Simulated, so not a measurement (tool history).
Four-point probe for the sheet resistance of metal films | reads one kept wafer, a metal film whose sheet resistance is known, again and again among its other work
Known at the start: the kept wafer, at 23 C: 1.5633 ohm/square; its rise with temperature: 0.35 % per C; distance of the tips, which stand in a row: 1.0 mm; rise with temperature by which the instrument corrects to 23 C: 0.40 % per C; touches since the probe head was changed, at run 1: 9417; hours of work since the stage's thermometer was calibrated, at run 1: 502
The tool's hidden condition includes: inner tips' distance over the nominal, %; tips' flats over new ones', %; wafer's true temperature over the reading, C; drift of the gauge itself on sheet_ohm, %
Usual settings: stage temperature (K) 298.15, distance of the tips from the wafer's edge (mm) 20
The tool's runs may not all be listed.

| run | hour | stage temperature (K) | distance of the tips from the wafer's edge (mm) | touches since the probe head was changed | hours of work since the stage's thermometer was calibrated | sheet resistance as the instrument gives it (ohm/square) |
|---|---|---|---|---|---|---|
| 1 | 0.0 | 298.15 | 20 | 9417 | 502 | 1.561325 |
| 2 | 10.1 | 296.15 | 20 | 9552 | 507 | 1.562490 |
| 3 | 22.7 | 293.15 | 20 | 9719 | 514 | 1.565491 |
| 4 | 39.0 | 293.15 | 20 | 9937 | 522 | 1.565997 |
| 5 | 47.4 | 293.15 | 20 | 10050 | 527 | 1.565716 |
| 6 | 63.7 | 293.15 | 20 | 10266 | 535 | 1.565480 |
| 7 | 74.7 | 298.15 | 16 | 10413 | 541 | 1.563123 |
| 8 | 85.6 | 298.15 | 16 | 10559 | 547 | 1.561990 |
| 9 | 97.5 | 298.15 | 16 | 10718 | 553 | 1.562987 |
| 10 | 107.4 | 302.15 | 20 | 10849 | 558 | 1.557849 |
| 11 | 122.4 | 302.15 | 20 | 11050 | 566 | 1.558036 |
| 12 | 133.7 | 298.15 | 29 | 11200 | 572 | 1.560031 |
|  | 135.1 | stage's thermometer calibrated |
| 13 | 144.8 | 298.15 | 20 | 11342 | 5 | 1.562319 |
| 14 | 163.1 | 297.15 | 5 | 11587 | 15 | 1.593821 |
| 15 | 170.9 | 292.15 | 15 | 11690 | 19 | 1.568911 |
| 16 | 181.4 | 292.15 | 15 | 11831 | 24 | 1.568477 |
| 17 | 193.2 | 292.15 | 4 | 11988 | 31 | 1.616682 |
| 18 | 209.0 | 294.15 | 20 | 12199 | 39 | 1.565293 |
|  | 212.4 | stage's thermometer calibrated, once more |
| 19 | 226.3 | 295.15 | 20 | 12423 | 7 | 1.563356 |
| 20 | 241.6 | 295.15 | 24 | 12628 | 15 | 1.562775 |
| 21 | 251.1 | 292.15 | 20 | 12754 | 20 | 1.566351 |
| 22 | 262.0 | 298.15 | 14 | 12899 | 26 | 1.562810 |
| 23 | 279.1 | 298.15 | 14 | 13128 | 35 | 1.563048 |
| 24 | 290.6 | 298.15 | 14 | 13281 | 41 | 1.563277 |
| 25 | 305.2 | 306.15 | 5 | 13476 | 49 | 1.585219 |

Below are 4 alternative next runs, each starting from the tool's condition after run 25. Predict each:
| A | 319.6 | 292.15 | 73 | 13668 | 56 | ? |
| B | 319.6 | 304.15 | 20 | 13668 | 56 | ? |
| C | 319.6 | 299.15 | 5 | 13668 | 56 | ? |
| D | 319.6 | 304.15 | 46 | 13668 | 56 | ? |

| run | sheet resistance as the instrument gives it (ohm/square) |
|---|---|
| A | 1.564101 |
| B | 1.556275 |
| C | 1.590743 |
| D | 1.554119 |
Had the tool no hidden state, the same runs would have come out as:
| run | sheet resistance as the instrument gives it (ohm/square) |
|---|---|
| A | 1.566790 |
| B | 1.558943 |
| C | 1.593469 |
| D | 1.556784 |
